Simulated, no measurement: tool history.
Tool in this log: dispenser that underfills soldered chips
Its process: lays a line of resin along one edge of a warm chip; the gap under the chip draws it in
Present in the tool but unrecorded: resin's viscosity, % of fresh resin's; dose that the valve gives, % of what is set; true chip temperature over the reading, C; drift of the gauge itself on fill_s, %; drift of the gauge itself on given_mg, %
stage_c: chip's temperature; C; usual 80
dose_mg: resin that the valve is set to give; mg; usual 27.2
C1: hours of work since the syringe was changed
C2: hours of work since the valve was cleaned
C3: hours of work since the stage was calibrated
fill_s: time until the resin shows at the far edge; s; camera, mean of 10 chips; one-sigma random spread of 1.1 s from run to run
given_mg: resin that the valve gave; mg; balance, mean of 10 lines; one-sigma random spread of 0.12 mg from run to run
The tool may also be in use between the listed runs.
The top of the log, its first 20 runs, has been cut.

run 21 hour=93.6 | stage_c=76 dose_mg=29.2 | C1=8 C2=44 C3=110 | fill_s=152.4 given_mg=28.5
run 22 hour=96.4 | stage_c=80 dose_mg=33.8 | C1=9 C2=46 C3=112 | fill_s=141 given_mg=33.17
-- hour=100.9 new syringe of resin
run 23 hour=101.7 | stage_c=73 dose_mg=34.8 | C1=1 C2=49 C3=115 | fill_s=131.5 given_mg=33.78
run 24 hour=104.6 | stage_c=73 dose_mg=34.8 | C1=2 C2=51 C3=117 | fill_s=137.4 given_mg=34.04
run 25 hour=110.1 | stage_c=86 dose_mg=26 | C1=6 C2=54 C3=120 | fill_s=105.3 given_mg=25.4
run 26 hour=116.9 | stage_c=67 dose_mg=27.5 | C1=10 C2=59 C3=125 | fill_s=228.4 given_mg=26.62
-- hour=119.9 new syringe of resin
run 27 hour=122 | stage_c=68 dose_mg=32.3 | C1=1 C2=62 C3=128 | fill_s=156.2 given_mg=31.51
run 28 hour=126.1 | stage_c=81 dose_mg=27.1 | C1=4 C2=64 C3=130 | fill_s=114.8 given_mg=26.39
run 29 hour=131.8 | stage_c=93 dose_mg=23.3 | C1=7 C2=68 C3=134 | fill_s=91.6 given_mg=22.41
run 30 hour=138 | stage_c=94 dose_mg=32.3 | C1=11 C2=72 C3=138 | fill_s=95.9 given_mg=31.1
-- hour=138.9 new syringe of resin
run 31 hour=144.8 | stage_c=72 dose_mg=25.5 | C1=4 C2=76 C3=142 | fill_s=151.7 given_mg=24.49
run 32 hour=150.8 | stage_c=78 dose_mg=27.5 | C1=7 C2=79 C3=145 | fill_s=140.5 given_mg=26.47

Here are 3 independent what-if runs from the current tool condition. What would each one return?
run A hour=155.2 | stage_c=70 dose_mg=25.8 | C1=10 C2=82 C3=148 | fill_s=? given_mg=?
run B hour=155.2 | stage_c=95 dose_mg=23.8 | C1=10 C2=82 C3=148 | fill_s=? given_mg=?
run C hour=155.2 | stage_c=67 dose_mg=23.9 | C1=10 C2=82 C3=148 | fill_s=? given_mg=?

run=A fill_s=209.2 given_mg=24.69
run=B fill_s=95.4 given_mg=22.81
run=C fill_s=233.5 given_mg=23.17
What these runs would have given with no unlogged condition in the tool:
run=A fill_s=153.5 given_mg=25.73
run=B fill_s=69.3 given_mg=23.77
run=C fill_s=170.9 given_mg=24.14
